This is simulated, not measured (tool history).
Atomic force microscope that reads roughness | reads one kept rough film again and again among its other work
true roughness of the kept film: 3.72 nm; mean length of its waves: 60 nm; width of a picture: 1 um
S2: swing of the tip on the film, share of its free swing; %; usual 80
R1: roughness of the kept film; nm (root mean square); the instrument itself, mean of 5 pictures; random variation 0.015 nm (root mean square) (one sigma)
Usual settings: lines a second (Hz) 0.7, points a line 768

Run 1, hour 0: usual settings. Result: R1 3.363 nm (root mean square).
Run 2, hour 5.6: usual settings. Result: R1 3.33 nm (root mean square).
Run 3, hour 15.3: usual settings. Result: R1 3.349 nm (root mean square).
At hour 17.7: new tip fitted.
Run 4, hour 20.9: usual settings but S2 88 %. Result: R1 3.553 nm (root mean square).
Run 5, hour 26.4: usual settings. Result: R1 3.533 nm (root mean square).
Run 6, hour 35.2: usual settings. Result: R1 3.545 nm (root mean square).
Run 7, hour 44.1: usual settings. Result: R1 3.48 nm (root mean square).
Run 8, hour 49.6: usual settings. Result: R1 3.471 nm (root mean square).
At hour 51.5: height scale calibrated on a step standard.
Run 9, hour 60: usual settings but lines a second (Hz) 1.612. Result: R1 3.338 nm (root mean square).
Run 10, hour 67.3: usual settings but lines a second (Hz) 1.612. Result: R1 3.322 nm (root mean square).
At hour 71.8: height scale calibrated on a step standard, once more.
Run 11, hour 79: usual settings. Result: R1 3.378 nm (root mean square).
Run 12, hour 86.5: usual settings but lines a second (Hz) 3.109, points a line 739. Result: R1 3.15 nm (root mean square).
Run 13, hour 95.3: usual settings but lines a second (Hz) 1.866, points a line 775. Result: R1 3.245 nm (root mean square).
Run 14, hour 101.8: usual settings but lines a second (Hz) 1.866, points a line 775. Result: R1 3.22 nm (root mean square).
At hour 103.6: new tip fitted.
Run 15, hour 111.3: usual settings but lines a second (Hz) 1.866, S2 69 %, points a line 323. Result: R1 3.505 nm (root mean square).
Run 16, hour 119.9: usual settings but points a line 629. Result: R1 3.5 nm (root mean square).
Run 17, hour 126.1: usual settings but points a line 629. Result: R1 3.509 nm (root mean square).
Run 18, hour 135.2: usual settings but S2 66 %. Result: R1 3.523 nm (root mean square).
Run 19, hour 142.8: usual settings but lines a second (Hz) 2.469, S2 66 %, points a line 326. Result: R1 3.406 nm (root mean square).
Run 20, hour 151.3: usual settings but lines a second (Hz) 1.592, S2 65 %, points a line 630. Result: R1 3.4 nm (root mean square).
Run 21, hour 160.9: usual settings but lines a second (Hz) 1.592, S2 65 %, points a line 630. Result: R1 3.391 nm (root mean square).

4 ways to go on from here, each from the tool as it stands after run 21. What would each give?
Run A, hour 166.2: usual settings but lines a second (Hz) 0.953, S2 65 %, points a line 380. Result: R1 ?.
Run B, hour 166.2: usual settings but lines a second (Hz) 0.593, S2 71 %, points a line 630. Result: R1 ?.
Run C, hour 166.2: usual settings but S2 57 %, points a line 571. Result: R1 ?.
Run D, hour 166.2: usual settings but lines a second (Hz) 1.5, S2 72 %, points a line 493. Result: R1 ?.

run     R1
  A  3.422
  B  3.417
  C  3.467
  D  3.363
Without the tool's hidden state the same runs would have given:
run     R1
  A  3.598
  B  3.592
  C  3.645
  D  3.536
